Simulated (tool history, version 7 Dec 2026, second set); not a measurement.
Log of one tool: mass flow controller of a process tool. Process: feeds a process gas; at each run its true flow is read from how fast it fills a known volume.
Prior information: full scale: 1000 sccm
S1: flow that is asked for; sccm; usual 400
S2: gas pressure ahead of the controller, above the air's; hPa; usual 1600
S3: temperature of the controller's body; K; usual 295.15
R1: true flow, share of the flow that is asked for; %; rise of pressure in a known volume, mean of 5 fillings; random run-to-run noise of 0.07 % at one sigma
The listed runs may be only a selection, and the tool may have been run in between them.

run     hour   S1    S2      S3      R1
  1      0.0  400  1600  295.15   97.86
  2    284.7  400  1600  295.15   97.87
  3    713.9  400  1780  295.15   97.66
  4   1056.6  400  1600  298.15   97.99
  5   1356.0  400  1600  298.15   97.97
  6   1741.4  400  1600  298.15   97.99
  7   2122.5  400  1600  295.15   97.82
  8   2509.2  400  1600  295.15   97.86
  9   2844.9  400  1600  295.15   97.74
      2907.5  -- controller exchanged for a calibrated one
 10   3174.7  400  1600  295.15   98.61
 11   3473.6  400  1600  295.15   98.50
 12   3803.4  400  1600  295.15   98.70
 13   3987.0  400  1600  295.15   98.72
 14   4271.3  400  2620  295.15   98.46
 15   4627.8  644  1600  295.15   99.12
 16   5036.6  859  1600  295.15   99.49
 17   5384.7  859  1600  295.15   99.37
 18   5623.5  859  1600  295.15   99.48
 19   6032.2  859  1600  295.15   99.40
 20   6406.4  400  1600  295.15   98.81
 21   6863.3  400  1600  295.15   98.81
 22   7266.9  545  1600  295.15   98.86
 23   7572.3  400  1600  296.15   98.95
 24   7988.4  400  1600  295.15   98.72
 25   8336.1  400  1600  295.15   98.76
      8361.0  -- controller's zero set anew
 26   8578.7  400  2500  295.15   99.09
 27   8988.5  109  1890  295.15  101.83
 28   9345.6  109  2040  307.15  102.39
 29   9648.4  109  2040  307.15  102.48
 30   9881.7  560  2350  305.15   99.60
 31  10160.8  560  2350  305.15   99.55
 32  10436.0  560  1720  305.15   99.61
     10489.8  -- controller's zero set anew, once more
 33  10743.7  560  1720  305.15   98.77
 34  10978.8  117  1600  305.15   98.32
 35  11162.8  553  2420  308.15   98.85
 36  11399.5  553  2420  308.15   98.70
 37  11699.7  553  2420  308.15   98.76
 38  11926.0  135  2480  308.15   98.61
 39  12188.1  135  2480  308.15   98.50
 40  12452.8  132  1810  304.15   98.51
 41  12890.8  199  1640  301.15   98.29
 42  13286.0  126  2270  294.15   98.23
 43  13639.4  271  1600  299.15   98.17
 44  13852.1  419  1400  302.15   98.42
 45  14247.9  126  1600  300.15   98.88
 46  14433.9  126  1600  300.15   98.98
 47  14821.7  110  2250  296.15   98.98
 48  15128.5  221  1670  296.15   98.28
 49  15495.0  400  2690  295.15   97.98

Each row is a separate what-if for the run after 49, all from the same tool condition, not one after another. Results?
  A  15864.4  400  1600  311.15   ?
  B  15864.4  610  1460  295.15   ?
  C  15864.4  400  1720  307.15   ?

run     R1
  A  98.87
  B  98.39
  C  98.66
What these runs would have given with no unlogged condition in the tool:
run     R1
  A  99.39
  B  99.16
  C  99.18
